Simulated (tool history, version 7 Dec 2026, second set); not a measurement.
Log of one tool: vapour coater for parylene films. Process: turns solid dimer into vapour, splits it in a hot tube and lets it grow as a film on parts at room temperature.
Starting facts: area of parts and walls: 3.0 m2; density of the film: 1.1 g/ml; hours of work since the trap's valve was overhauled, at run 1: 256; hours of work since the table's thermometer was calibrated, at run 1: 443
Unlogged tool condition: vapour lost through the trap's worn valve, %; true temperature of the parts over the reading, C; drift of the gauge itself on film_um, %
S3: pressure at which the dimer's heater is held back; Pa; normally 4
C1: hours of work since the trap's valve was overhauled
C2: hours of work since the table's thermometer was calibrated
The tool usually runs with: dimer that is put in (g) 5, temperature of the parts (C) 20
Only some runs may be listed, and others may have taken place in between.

run 1 hour=0 | dimer_that_is_put_in_(g)=5 temperature_of_the_parts_(C)=20 S3=4 | C1=256 C2=443 | thickness_of_the_film_(um)=1.163
run 2 hour=19.8 | dimer_that_is_put_in_(g)=5 temperature_of_the_parts_(C)=20 S3=5.74 | C1=268 C2=454 | thickness_of_the_film_(um)=1.068
run 3 hour=36.4 | dimer_that_is_put_in_(g)=5 temperature_of_the_parts_(C)=20 S3=5.74 | C1=277 C2=464 | thickness_of_the_film_(um)=1.073
run 4 hour=57.2 | dimer_that_is_put_in_(g)=5 temperature_of_the_parts_(C)=20 S3=5.74 | C1=290 C2=477 | thickness_of_the_film_(um)=1.067
run 5 hour=76.6 | dimer_that_is_put_in_(g)=5 temperature_of_the_parts_(C)=20 S3=4 | C1=301 C2=488 | thickness_of_the_film_(um)=1.151
run 6 hour=99.6 | dimer_that_is_put_in_(g)=5 temperature_of_the_parts_(C)=17 S3=4 | C1=315 C2=502 | thickness_of_the_film_(um)=1.306
run 7 hour=114.2 | dimer_that_is_put_in_(g)=5 temperature_of_the_parts_(C)=17 S3=4 | C1=323 C2=510 | thickness_of_the_film_(um)=1.296
-- hour=128.3 trap's valve overhauled
run 8 hour=146.1 | dimer_that_is_put_in_(g)=5 temperature_of_the_parts_(C)=17 S3=4 | C1=11 C2=527 | thickness_of_the_film_(um)=1.373
run 9 hour=164.8 | dimer_that_is_put_in_(g)=4 temperature_of_the_parts_(C)=17 S3=4 | C1=22 C2=538 | thickness_of_the_film_(um)=1.104
run 10 hour=189.1 | dimer_that_is_put_in_(g)=4 temperature_of_the_parts_(C)=17 S3=4 | C1=36 C2=552 | thickness_of_the_film_(um)=1.1
run 11 hour=216.2 | dimer_that_is_put_in_(g)=4 temperature_of_the_parts_(C)=17 S3=4 | C1=52 C2=568 | thickness_of_the_film_(um)=1.098
run 12 hour=231.9 | dimer_that_is_put_in_(g)=4 temperature_of_the_parts_(C)=17 S3=4 | C1=61 C2=578 | thickness_of_the_film_(um)=1.099
run 13 hour=255.1 | dimer_that_is_put_in_(g)=5 temperature_of_the_parts_(C)=20 S3=9.65 | C1=75 C2=591 | thickness_of_the_film_(um)=0.993
run 14 hour=269 | dimer_that_is_put_in_(g)=5 temperature_of_the_parts_(C)=20 S3=9.65 | C1=83 C2=600 | thickness_of_the_film_(um)=0.993
run 15 hour=285.6 | dimer_that_is_put_in_(g)=5 temperature_of_the_parts_(C)=20 S3=9.65 | C1=93 C2=609 | thickness_of_the_film_(um)=0.993
run 16 hour=310.1 | dimer_that_is_put_in_(g)=5 temperature_of_the_parts_(C)=20 S3=9.65 | C1=108 C2=624 | thickness_of_the_film_(um)=0.986
run 17 hour=338.2 | dimer_that_is_put_in_(g)=5 temperature_of_the_parts_(C)=20 S3=9.65 | C1=124 C2=641 | thickness_of_the_film_(um)=0.986
run 18 hour=364.5 | dimer_that_is_put_in_(g)=5 temperature_of_the_parts_(C)=20 S3=9.65 | C1=140 C2=656 | thickness_of_the_film_(um)=0.987
run 19 hour=380.7 | dimer_that_is_put_in_(g)=5 temperature_of_the_parts_(C)=20 S3=9.65 | C1=149 C2=666 | thickness_of_the_film_(um)=0.984
run 20 hour=406.8 | dimer_that_is_put_in_(g)=6 temperature_of_the_parts_(C)=20 S3=4 | C1=165 C2=681 | thickness_of_the_film_(um)=1.418
run 21 hour=424.7 | dimer_that_is_put_in_(g)=5 temperature_of_the_parts_(C)=20 S3=9.48 | C1=175 C2=692 | thickness_of_the_film_(um)=0.984
run 22 hour=454.1 | dimer_that_is_put_in_(g)=5 temperature_of_the_parts_(C)=20 S3=9.48 | C1=193 C2=709 | thickness_of_the_film_(um)=0.974
run 23 hour=477.1 | dimer_that_is_put_in_(g)=5 temperature_of_the_parts_(C)=20 S3=11.21 | C1=207 C2=723 | thickness_of_the_film_(um)=0.94
run 24 hour=503.2 | dimer_that_is_put_in_(g)=5 temperature_of_the_parts_(C)=20 S3=11.21 | C1=222 C2=738 | thickness_of_the_film_(um)=0.939
run 25 hour=532.4 | dimer_that_is_put_in_(g)=4 temperature_of_the_parts_(C)=15 S3=8.45 | C1=239 C2=756 | thickness_of_the_film_(um)=0.972
run 26 hour=552.9 | dimer_that_is_put_in_(g)=5 temperature_of_the_parts_(C)=16 S3=7.03 | C1=251 C2=768 | thickness_of_the_film_(um)=1.213
run 27 hour=577.3 | dimer_that_is_put_in_(g)=5 temperature_of_the_parts_(C)=16 S3=7.03 | C1=266 C2=782 | thickness_of_the_film_(um)=1.217
run 28 hour=592.3 | dimer_that_is_put_in_(g)=5 temperature_of_the_parts_(C)=18 S3=8.05 | C1=275 C2=791 | thickness_of_the_film_(um)=1.083
run 29 hour=617.9 | dimer_that_is_put_in_(g)=5 temperature_of_the_parts_(C)=18 S3=8.05 | C1=290 C2=806 | thickness_of_the_film_(um)=1.083
run 30 hour=629.9 | dimer_that_is_put_in_(g)=5 temperature_of_the_parts_(C)=31 S3=4.03 | C1=297 C2=813 | thickness_of_the_film_(um)=0.735
run 31 hour=647.5 | dimer_that_is_put_in_(g)=5 temperature_of_the_parts_(C)=15 S3=2.83 | C1=307 C2=824 | thickness_of_the_film_(um)=1.38
run 32 hour=675 | dimer_that_is_put_in_(g)=3 temperature_of_the_parts_(C)=15 S3=2.83 | C1=324 C2=840 | thickness_of_the_film_(um)=0.824
-- hour=689.7 trap's valve overhauled
run 33 hour=696.9 | dimer_that_is_put_in_(g)=3 temperature_of_the_parts_(C)=22 S3=2.83 | C1=4 C2=851 | thickness_of_the_film_(um)=0.737
run 34 hour=717 | dimer_that_is_put_in_(g)=9 temperature_of_the_parts_(C)=21 S3=5.22 | C1=16 C2=863 | thickness_of_the_film_(um)=2.016
run 35 hour=732.7 | dimer_that_is_put_in_(g)=9 temperature_of_the_parts_(C)=21 S3=5.22 | C1=25 C2=872 | thickness_of_the_film_(um)=2.017
run 36 hour=748.9 | dimer_that_is_put_in_(g)=2 temperature_of_the_parts_(C)=21 S3=5.91 | C1=35 C2=881 | thickness_of_the_film_(um)=0.436
run 37 hour=762.6 | dimer_that_is_put_in_(g)=4 temperature_of_the_parts_(C)=21 S3=5.91 | C1=43 C2=890 | thickness_of_the_film_(um)=0.876
run 38 hour=783.3 | dimer_that_is_put_in_(g)=2 temperature_of_the_parts_(C)=32 S3=4 | C1=55 C2=902 | thickness_of_the_film_(um)=0.296
run 39 hour=811.2 | dimer_that_is_put_in_(g)=5 temperature_of_the_parts_(C)=20 S3=4.52 | C1=72 C2=918 | thickness_of_the_film_(um)=1.188
run 40 hour=839.6 | dimer_that_is_put_in_(g)=5 temperature_of_the_parts_(C)=23 S3=11.33 | C1=89 C2=935 | thickness_of_the_film_(um)=0.859
run 41 hour=865.9 | dimer_that_is_put_in_(g)=2 temperature_of_the_parts_(C)=23 S3=2.63 | C1=104 C2=951 | thickness_of_the_film_(um)=0.468
run 42 hour=882.9 | dimer_that_is_put_in_(g)=7 temperature_of_the_parts_(C)=14 S3=4 | C1=114 C2=961 | thickness_of_the_film_(um)=2.036
run 43 hour=900.1 | dimer_that_is_put_in_(g)=7 temperature_of_the_parts_(C)=14 S3=4 | C1=125 C2=971 | thickness_of_the_film_(um)=2.03
run 44 hour=921.8 | dimer_that_is_put_in_(g)=7 temperature_of_the_parts_(C)=14 S3=4 | C1=137 C2=984 | thickness_of_the_film_(um)=2.02
run 45 hour=944.9 | dimer_that_is_put_in_(g)=7 temperature_of_the_parts_(C)=14 S3=4 | C1=151 C2=998 | thickness_of_the_film_(um)=2.021
run 46 hour=973.8 | dimer_that_is_put_in_(g)=2 temperature_of_the_parts_(C)=18 S3=2.79 | C1=168 C2=1015 | thickness_of_the_film_(um)=0.569

Consider 4 possible next runs. They are alternatives, not a sequence: every one starts from the tool as it was left by run 46. What does each give?
run A hour=986.4 | dimer_that_is_put_in_(g)=2 temperature_of_the_parts_(C)=20 S3=6.29 | C1=176 C2=1022 | thickness_of_the_film_(um)=?
run B hour=986.4 | dimer_that_is_put_in_(g)=3 temperature_of_the_parts_(C)=15 S3=4 | C1=176 C2=1022 | thickness_of_the_film_(um)=?
run C hour=986.4 | dimer_that_is_put_in_(g)=2 temperature_of_the_parts_(C)=18 S3=2.79 | C1=176 C2=1022 | thickness_of_the_film_(um)=?
run D hour=986.4 | dimer_that_is_put_in_(g)=2 temperature_of_the_parts_(C)=21 S3=9.42 | C1=176 C2=1022 | thickness_of_the_film_(um)=?

run=A thickness_of_the_film_(um)=0.432
run=B thickness_of_the_film_(um)=0.856
run=C thickness_of_the_film_(um)=0.567
run=D thickness_of_the_film_(um)=0.377
With the hidden condition removed and each run's random variation left untouched, the same runs would have given:
run=A thickness_of_the_film_(um)=0.436
run=B thickness_of_the_film_(um)=0.889
run=C thickness_of_the_film_(um)=0.572
run=D thickness_of_the_film_(um)=0.381

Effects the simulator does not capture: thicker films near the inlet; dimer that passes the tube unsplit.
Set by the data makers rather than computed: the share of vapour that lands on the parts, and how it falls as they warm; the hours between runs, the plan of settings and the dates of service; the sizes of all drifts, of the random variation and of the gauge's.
